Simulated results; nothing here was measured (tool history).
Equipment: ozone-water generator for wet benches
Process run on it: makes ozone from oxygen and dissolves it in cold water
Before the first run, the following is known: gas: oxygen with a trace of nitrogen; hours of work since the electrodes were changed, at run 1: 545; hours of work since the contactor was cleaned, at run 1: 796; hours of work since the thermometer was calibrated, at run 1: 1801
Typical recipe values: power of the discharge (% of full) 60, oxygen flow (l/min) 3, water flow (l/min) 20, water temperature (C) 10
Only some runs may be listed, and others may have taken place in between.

run,hour,power of the discharge (% of full),oxygen flow (l/min),water flow (l/min),water temperature (C),hours of work since the electrodes were changed,hours of work since the contactor was cleaned,hours of work since the thermometer was calibrated,dissolved ozone (ppm),ozone in the gas ahead of the water (g/m3)
1,0,60,3,20,10,545,796,1801,17.1,210.4
2,53.3,60,3,20,6,588,839,1844,17.6,209.4
3,149.2,60,3,15,10,666,917,1921,22.3,207.4
4,253.5,60,3,15,10,750,1001,2005,22.3,207.9
5,330.3,60,3,15,10,812,1063,2067,22.2,208.6
6,385.5,60,3,15,10,857,1108,2112,22,208.6
7,491,60,3,25,10,942,1193,2197,13.4,206.7
8,542.1,60,3,25,10,983,1234,2239,13.3,206.7
9,617.5,60,3,25,10,1044,1295,2299,13.5,207.4
10,727.8,60,3,25,10,1133,1384,2389,13.5,207.1
11,788.9,60,3,20,13,1183,1434,2438,16.3,206.2
12,854.3,60,3,20,13,1235,1486,2491,16.3,206.2
13,949.3,60,3,20,13,1312,1563,2568,16.5,206.8
14,1047.6,60,3,20,10,1392,1643,2647,16.8,206.2
15,1155.6,60,3,20,10,1479,1730,2734,16.8,206.5
16,1213.2,60,3,20,10,1525,1776,2781,16.7,205.7
17,1291.8,60,3,20,10,1589,1840,2844,16.7,205
18,1338.7,60,3,20,10,1627,1878,2882,16.8,204.2
19,1399.6,56,3,20,11,1676,1927,2931,15.6,195.2
20,1470.9,74,1.94,21,7,1733,1985,2989,15.8,281.2
21,1574.9,60,3.03,20,10,1817,2069,3073,16.8,204.7
# hour 1584.9: contactor cleaned
22,1660.6,60,2.97,20,10,1883,61,3139,16.5,204.4
23,1760.8,60,2.97,20,10,1964,142,3220,16.2,203.9
# hour 1815: water thermometer calibrated
24,1815,60,2.97,20,10,2008,185,0,16.4,202.1
25,1930.4,60,2.97,20,10,2101,279,93,16.2,204.2
# hour 1988.9: contactor cleaned, once more
26,2040.8,62,3.12,20,10,2187,42,179,17.4,204.3
27,2113.7,76,2.43,21,10,2246,101,238,17.4,257.7
28,2179.9,60,4.55,12,10,2299,154,292,28.2,168.8

Expected results for the next run?
29,2282.8,60,4.55,12,10,2382,237,375,?,?

{"run 29": {"dissolved ozone (ppm)": 28.3, "ozone in the gas ahead of the water (g/m3)": 169.1}}
Minus the tool's unlogged condition, the same run would have read dissolved ozone (ppm) 29.7, ozone in the gas ahead of the water (g/m3) 176.9.
